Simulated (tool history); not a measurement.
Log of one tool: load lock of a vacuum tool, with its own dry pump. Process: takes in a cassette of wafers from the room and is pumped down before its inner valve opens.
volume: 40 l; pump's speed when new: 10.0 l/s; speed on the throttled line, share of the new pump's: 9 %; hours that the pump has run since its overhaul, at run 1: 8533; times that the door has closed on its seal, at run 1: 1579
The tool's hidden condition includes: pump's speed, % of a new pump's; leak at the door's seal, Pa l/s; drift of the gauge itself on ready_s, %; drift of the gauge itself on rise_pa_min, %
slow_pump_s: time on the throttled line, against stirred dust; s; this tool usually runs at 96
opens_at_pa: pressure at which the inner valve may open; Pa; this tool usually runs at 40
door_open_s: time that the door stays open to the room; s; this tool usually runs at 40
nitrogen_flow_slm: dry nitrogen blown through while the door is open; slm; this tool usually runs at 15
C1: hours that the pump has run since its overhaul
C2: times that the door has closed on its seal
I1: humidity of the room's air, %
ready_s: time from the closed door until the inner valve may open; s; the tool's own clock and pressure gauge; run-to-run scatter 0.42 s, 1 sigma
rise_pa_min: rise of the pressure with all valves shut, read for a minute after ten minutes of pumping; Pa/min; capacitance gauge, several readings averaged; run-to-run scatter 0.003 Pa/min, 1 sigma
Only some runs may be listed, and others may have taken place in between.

Run 1, hour 0: usual settings; C1 8533; C2 1579; I1 47.4. Result: ready_s 118.4 s, rise_pa_min 0.05 Pa/min.
Run 2, hour 129.2: usual settings; C1 8662; C2 1715; I1 45.1. Result: ready_s 118.9 s, rise_pa_min 0.049 Pa/min.
Run 3, hour 300.7: usual settings; C1 8834; C2 1896; I1 45.2. Result: ready_s 118.1 s, rise_pa_min 0.046 Pa/min.
Run 4, hour 447.8: usual settings; C1 8981; C2 2052; I1 43.6. Result: ready_s 119 s, rise_pa_min 0.052 Pa/min.
Run 5, hour 547.1: usual settings; C1 9080; C2 2156; I1 45.1. Result: ready_s 118.6 s, rise_pa_min 0.052 Pa/min.
Run 6, hour 686.8: usual settings; C1 9220; C2 2304; I1 42.9. Result: ready_s 118.9 s, rise_pa_min 0.05 Pa/min.
Run 7, hour 784.9: usual settings; C1 9318; C2 2407; I1 43. Result: ready_s 118.5 s, rise_pa_min 0.043 Pa/min.
Run 8, hour 960.9: usual settings; C1 9494; C2 2593; I1 44.8. Result: ready_s 118.6 s, rise_pa_min 0.049 Pa/min.
Run 9, hour 1117.8: usual settings; C1 9651; C2 2758; I1 46.4. Result: ready_s 118.7 s, rise_pa_min 0.049 Pa/min.
Run 10, hour 1260.7: usual settings but door_open_s 38 s; C1 9794; C2 2909; I1 46.9. Result: ready_s 118.6 s, rise_pa_min 0.051 Pa/min.
Run 11, hour 1361.3: usual settings but door_open_s 38 s; C1 9895; C2 3015; I1 42.2. Result: ready_s 118.9 s, rise_pa_min 0.048 Pa/min.
Run 12, hour 1534.8: usual settings; C1 10068; C2 3198; I1 40.9. Result: ready_s 118.3 s, rise_pa_min 0.045 Pa/min.
Run 13, hour 1665.6: usual settings; C1 10199; C2 3336; I1 41.5. Result: ready_s 118.8 s, rise_pa_min 0.045 Pa/min.
Run 14, hour 1747.8: usual settings; C1 10281; C2 3423; I1 44.6. Result: ready_s 118.7 s, rise_pa_min 0.046 Pa/min.
Run 15, hour 1883.9: usual settings; C1 10417; C2 3566; I1 44.7. Result: ready_s 118.3 s, rise_pa_min 0.045 Pa/min.
Run 16, hour 1989: usual settings but door_open_s 179 s; C1 10522; C2 3677; I1 44.7. Result: ready_s 118.7 s, rise_pa_min 0.09 Pa/min.
Run 17, hour 2082.9: usual settings but slow_pump_s 70 s, opens_at_pa 52 Pa, door_open_s 54 s, nitrogen_flow_slm 7 slm; C1 10616; C2 3776; I1 42.8. Result: ready_s 94 s, rise_pa_min 0.065 Pa/min.
Run 18, hour 2234.3: usual settings but slow_pump_s 70 s, opens_at_pa 52 Pa, door_open_s 54 s, nitrogen_flow_slm 7 slm; C1 10768; C2 3936; I1 45.3. Result: ready_s 94.3 s, rise_pa_min 0.07 Pa/min.
Run 19, hour 2417.6: usual settings but opens_at_pa 52 Pa, nitrogen_flow_slm 36 slm; C1 10951; C2 4129; I1 48.1. Result: ready_s 118.1 s, rise_pa_min 0.039 Pa/min.
Run 20, hour 2596.8: usual settings but opens_at_pa 48 Pa, door_open_s 33 s, nitrogen_flow_slm 8 slm; C1 11130; C2 4318; I1 44.7. Result: ready_s 117.9 s, rise_pa_min 0.051 Pa/min.
Run 21, hour 2727.3: usual settings but slow_pump_s 133 s, opens_at_pa 47 Pa, door_open_s 72 s, nitrogen_flow_slm 8 slm; C1 11261; C2 4456; I1 42.6. Result: ready_s 151.9 s, rise_pa_min 0.07 Pa/min.
Run 22, hour 2848.3: usual settings but slow_pump_s 133 s, opens_at_pa 47 Pa, door_open_s 72 s, nitrogen_flow_slm 8 slm; C1 11382; C2 4584; I1 42.5. Result: ready_s 150.6 s, rise_pa_min 0.076 Pa/min.
Run 23, hour 2968.2: usual settings but slow_pump_s 133 s, opens_at_pa 47 Pa, door_open_s 72 s, nitrogen_flow_slm 8 slm; C1 11501; C2 4710; I1 41.3. Result: ready_s 151.1 s, rise_pa_min 0.07 Pa/min.
Run 24, hour 3057.9: usual settings but slow_pump_s 142 s, nitrogen_flow_slm 35 slm; C1 11591; C2 4805; I1 43.6. Result: ready_s 160.3 s, rise_pa_min 0.034 Pa/min.
Run 25, hour 3146.5: usual settings but door_open_s 51 s; C1 11680; C2 4898; I1 42.4. Result: ready_s 118.3 s, rise_pa_min 0.054 Pa/min.
Run 26, hour 3271.3: usual settings but slow_pump_s 52 s, opens_at_pa 48 Pa, nitrogen_flow_slm 36 slm; C1 11805; C2 5030; I1 46.5. Result: ready_s 78 s, rise_pa_min 0.037 Pa/min.
Run 27, hour 3354.3: usual settings but opens_at_pa 44 Pa, door_open_s 151 s; C1 11888; C2 5117; I1 44.4. Result: ready_s 117.5 s, rise_pa_min 0.084 Pa/min.
Run 28, hour 3455.1: usual settings but door_open_s 49 s, nitrogen_flow_slm 6 slm; C1 11988; C2 5224; I1 45.4. Result: ready_s 118.6 s, rise_pa_min 0.075 Pa/min.
Run 29, hour 3633.5: usual settings but slow_pump_s 131 s, opens_at_pa 34 Pa, door_open_s 139 s, nitrogen_flow_slm 36 slm; C1 12167; C2 5412; I1 44.1. Result: ready_s 151.1 s, rise_pa_min 0.051 Pa/min.
Run 30, hour 3727.5: usual settings but slow_pump_s 65 s, door_open_s 220 s; C1 12261; C2 5511; I1 44.6. Result: ready_s 90.4 s, rise_pa_min 0.096 Pa/min.
Run 31, hour 3836.6: usual settings but slow_pump_s 65 s, door_open_s 220 s; C1 12370; C2 5626; I1 46.4. Result: ready_s 89.9 s, rise_pa_min 0.103 Pa/min.

Each row is a separate what-if for the run after 31, all from the same tool condition, not one after another. Results?
Run A, hour 3966.6: usual settings but slow_pump_s 49 s; C1 12500; C2 5763; I1 44.9. Result: ready_s ?, rise_pa_min ?.
Run B, hour 3966.6: usual settings but slow_pump_s 65 s, opens_at_pa 33 Pa, door_open_s 209 s; C1 12500; C2 5763; I1 43.7. Result: ready_s ?, rise_pa_min ?.
Run C, hour 3966.6: usual settings but opens_at_pa 45 Pa, door_open_s 102 s, nitrogen_flow_slm 6 slm; C1 12500; C2 5763; I1 42.7. Result: ready_s ?, rise_pa_min ?.
Run D, hour 3966.6: usual settings but slow_pump_s 65 s, door_open_s 79 s, nitrogen_flow_slm 4 slm; C1 12500; C2 5763; I1 45.4. Result: ready_s ?, rise_pa_min ?.

run  ready_s  rise_pa_min
  A     75.4        0.049
  B     91.7        0.093
  C    117.8        0.091
  D     90.2        0.091
Had the tool no hidden state, the same runs would have come out as:
run  ready_s  rise_pa_min
  A     75.4        0.049
  B     91.7        0.093
  C    117.8        0.091
  D     90.2        0.091

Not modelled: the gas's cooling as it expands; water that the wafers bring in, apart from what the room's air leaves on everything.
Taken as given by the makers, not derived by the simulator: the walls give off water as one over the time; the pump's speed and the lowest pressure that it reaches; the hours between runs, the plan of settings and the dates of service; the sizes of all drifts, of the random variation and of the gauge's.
